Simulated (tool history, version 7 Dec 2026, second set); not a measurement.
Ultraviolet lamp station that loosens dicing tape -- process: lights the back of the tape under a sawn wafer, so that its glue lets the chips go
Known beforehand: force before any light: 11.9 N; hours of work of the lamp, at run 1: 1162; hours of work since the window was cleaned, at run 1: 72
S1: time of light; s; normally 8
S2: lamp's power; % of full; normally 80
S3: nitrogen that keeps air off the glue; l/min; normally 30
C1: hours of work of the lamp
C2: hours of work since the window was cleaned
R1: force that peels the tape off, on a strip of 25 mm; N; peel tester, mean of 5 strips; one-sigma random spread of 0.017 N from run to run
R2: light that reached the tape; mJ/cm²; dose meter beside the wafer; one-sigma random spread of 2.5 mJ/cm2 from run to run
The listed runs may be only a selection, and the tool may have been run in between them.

| run | hour | S1 | S2 | S3 | C1 | C2 | R1 | R2 |
|---|---|---|---|---|---|---|---|---|
| 1 | 0 | 8 | 80 | 30 | 1162 | 72 | 1.443 | 233 |
| 2 | 72.8 | 8 | 80 | 30 | 1200 | 110 | 1.453 | 228 |
| 3 | 117.3 | 8 | 70 | 30 | 1223 | 133 | 1.974 | 195 |
| 4 | 173.8 | 8 | 70 | 30 | 1252 | 162 | 2.051 | 190 |
| 5 | 219.6 | 15 | 70 | 30 | 1275 | 185 | 0.55 | 351 |
| 6 | 275 | 8 | 80 | 16 | 1303 | 213 | 2.778 | 214 |
|  | 303.4 | window cleaned of glue's vapour |
| 7 | 357.2 | 8 | 80 | 40 | 1345 | 28 | 1.545 | 199 |
|  | 387.6 | lamp changed |
| 8 | 418 | 8 | 80 | 48 | 16 | 58 | 0.835 | 253 |
| 9 | 475 | 11 | 80 | 30 | 45 | 87 | 0.624 | 331 |
| 10 | 555.1 | 11 | 80 | 30 | 86 | 128 | 0.683 | 331 |
|  | 597.3 | window cleaned of glue's vapour, once more |
| 11 | 620.4 | 8 | 80 | 30 | 119 | 12 | 0.866 | 297 |
| 12 | 660.6 | 8 | 80 | 30 | 140 | 32 | 0.872 | 294 |
| 13 | 697.6 | 14 | 65 | 12 | 159 | 51 | 1.059 | 408 |
| 14 | 750.1 | 14 | 65 | 12 | 185 | 78 | 1.045 | 403 |
| 15 | 816.9 | 14 | 65 | 12 | 220 | 113 | 1.103 | 396 |
| 16 | 905.4 | 4 | 85 | 55 | 265 | 158 | 2.19 | 144 |
| 17 | 976.9 | 15 | 61 | 13 | 302 | 194 | 1.144 | 379 |
| 18 | 1036.9 | 8 | 80 | 12 | 332 | 225 | 2.458 | 258 |
|  | 1042.1 | window cleaned of glue's vapour |
| 19 | 1090.2 | 12 | 69 | 30 | 359 | 25 | 0.533 | 360 |
| 20 | 1153.3 | 12 | 69 | 30 | 392 | 57 | 0.55 | 357 |
| 21 | 1208.8 | 10 | 69 | 25 | 420 | 85 | 1.071 | 288 |
| 22 | 1294 | 5 | 92 | 46 | 464 | 129 | 1.586 | 193 |
| 23 | 1342 | 8 | 78 | 46 | 488 | 154 | 0.837 | 255 |

What if the next run were any one of these 5? Each begins from the tool's condition after run 23:
| A | 1399.5 | 14 | 78 | 46 | 518 | 183 | ? | ? |
| B | 1399.5 | 7 | 78 | 28 | 518 | 183 | ? | ? |
| C | 1399.5 | 5 | 99 | 30 | 518 | 183 | ? | ? |
| D | 1399.5 | 8 | 89 | 51 | 518 | 183 | ? | ? |
| E | 1399.5 | 10 | 78 | 15 | 518 | 183 | ? | ? |

| run | R1 | R2 |
|---|---|---|
| A | 0.241 | 437 |
| B | 1.773 | 213 |
| C | 2.013 | 196 |
| D | 0.602 | 283 |
| E | 1.579 | 308 |
Had the tool no hidden state, the same runs would have come out as:
| run | R1 | R2 |
|---|---|---|
| A | 0.181 | 525 |
| B | 1.232 | 257 |
| C | 1.427 | 236 |
| D | 0.376 | 340 |
| E | 1.071 | 370 |
